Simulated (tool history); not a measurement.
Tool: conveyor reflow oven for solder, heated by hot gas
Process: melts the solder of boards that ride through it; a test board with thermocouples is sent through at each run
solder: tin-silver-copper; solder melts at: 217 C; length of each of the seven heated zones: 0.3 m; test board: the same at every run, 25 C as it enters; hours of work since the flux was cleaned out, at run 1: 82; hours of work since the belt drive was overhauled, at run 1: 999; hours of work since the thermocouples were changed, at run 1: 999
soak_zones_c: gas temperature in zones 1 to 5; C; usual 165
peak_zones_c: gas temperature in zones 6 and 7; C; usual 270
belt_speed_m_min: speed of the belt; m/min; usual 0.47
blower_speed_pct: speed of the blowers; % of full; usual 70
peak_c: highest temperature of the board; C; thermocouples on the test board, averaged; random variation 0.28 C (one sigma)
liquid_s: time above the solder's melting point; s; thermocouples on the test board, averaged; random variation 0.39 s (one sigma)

run    hour  soak_zones_c  peak_zones_c  belt_speed_m_min  blower_speed_pct  hours of work since the flux was cleaned out  hours of work since the belt drive was overhauled  hours of work since the thermocouples were changed  peak_c  liquid_s
  1       0           165           270              0.47                70                                            82                                                999                                                 999   254.7        57
  2    62.4           165           270              0.47                70                                           111                                               1028                                                1028   253.5      57.7
  3   102.6           165           270              0.47                70                                           129                                               1047                                                1047   254.3        57
  4   174.2           165           270              0.47                70                                           163                                               1080                                                1080   253.4      56.7
  5   258.4           165           270              0.47                70                                           202                                               1119                                                1119   253.1        57
      283.4  -- flux residue cleaned out of gas plates and filters
  6   298.5           165           270              0.47                70                                             7                                               1135                                                1135   255.2      58.4
  7   339.7           165           270              0.47                70                                            26                                               1154                                                1154   255.3      58.2
  8   386.4           165           270              0.47                70                                            48                                               1176                                                1176   255.5      59.1
  9   444.6           165           270              0.47                70                                            75                                               1203                                                1203   254.8      58.6
 10   485.1           165           270             0.436                70                                            94                                               1222                                                1222   256.9      65.1
 11   534.2           165           270             0.436                70                                           116                                               1245                                                1245   256.7      64.8
 12   593.4           165           274              0.47                70                                           144                                               1272                                                1272   257.8      60.2
 13   635.9           165           270              0.47                90                                           163                                               1292                                                1292   257.4      60.4
 14   716.9           165           270              0.47                90                                           201                                               1329                                                1329   256.9      60.5
      744.9  -- flux residue cleaned out of gas plates and filters
      764.8  -- thermocouples of zones 6 and 7 changed
 15   764.8           152           270              0.47                70                                             8                                               1348                                                   0   252.6      53.7
      780.6  -- belt drive overhauled, speed set with a stopwatch
 16   810.9           165           261              0.47                70                                            28                                                 14                                                  20   245.2      49.5
 17   879.7           151           261              0.47                80                                            60                                                 46                                                  51   244.7      44.8
 18   955.3           178           280              0.47                59                                            95                                                 81                                                  86   260.9      64.2
 19   999.9           179           270              0.42                50                                           115                                                102                                                 107   254.7      68.1
 20  1038.8           162           275             0.437                70                                           133                                                120                                                 125   258.9        63
 21  1101.7           162           275             0.408                70                                           163                                                149                                                 154     261      68.7
 22  1159.9           179           267             0.543                83                                           190                                                176                                                 181   249.4      49.3
     1213.1  -- flux residue cleaned out of gas plates and filters
 23  1237.7           176           270              0.47                59                                            11                                                210                                                 215   253.7      58.6
 24  1305.1           176           270              0.47                59                                            43                                                241                                                 246   253.2      58.7
 25  1388.8           165           270             0.383                62                                            81                                                280                                                 285   257.6      73.3
 26  1433.4           160           270             0.493                51                                           102                                                300                                                 306   245.1      43.6
 27  1474.4           161           270              0.47                68                                           121                                                319                                                 325     252      52.8
 28  1544.1           178           270              0.45                83                                           153                                                352                                                 357   258.2      66.7
 29  1626.8           165           261             0.409                70                                           192                                                390                                                 395   248.7      61.2

4 ways to go on from here, each from the tool as it stands after run 29. What would each give?
  A  1662.9           176           261             0.409                73                                           208                                                407                                                 412       ?         ?
  B  1662.9           159           270             0.481                70                                           208                                                407                                                 412       ?         ?
  C  1662.9           162           270              0.47                70                                           208                                                407                                                 412       ?         ?
  D  1662.9           165           278             0.408                54                                           208                                                407                                                 412       ?         ?

run  peak_c  liquid_s
  A   250.3      67.8
  B   250.1      49.9
  C   251.7      53.7
  D   260.3      69.9
Without the tool's hidden state the same runs would have given:
run  peak_c  liquid_s
  A   251.4      68.6
  B     252      51.3
  C   253.5      54.9
  D   261.7      70.4

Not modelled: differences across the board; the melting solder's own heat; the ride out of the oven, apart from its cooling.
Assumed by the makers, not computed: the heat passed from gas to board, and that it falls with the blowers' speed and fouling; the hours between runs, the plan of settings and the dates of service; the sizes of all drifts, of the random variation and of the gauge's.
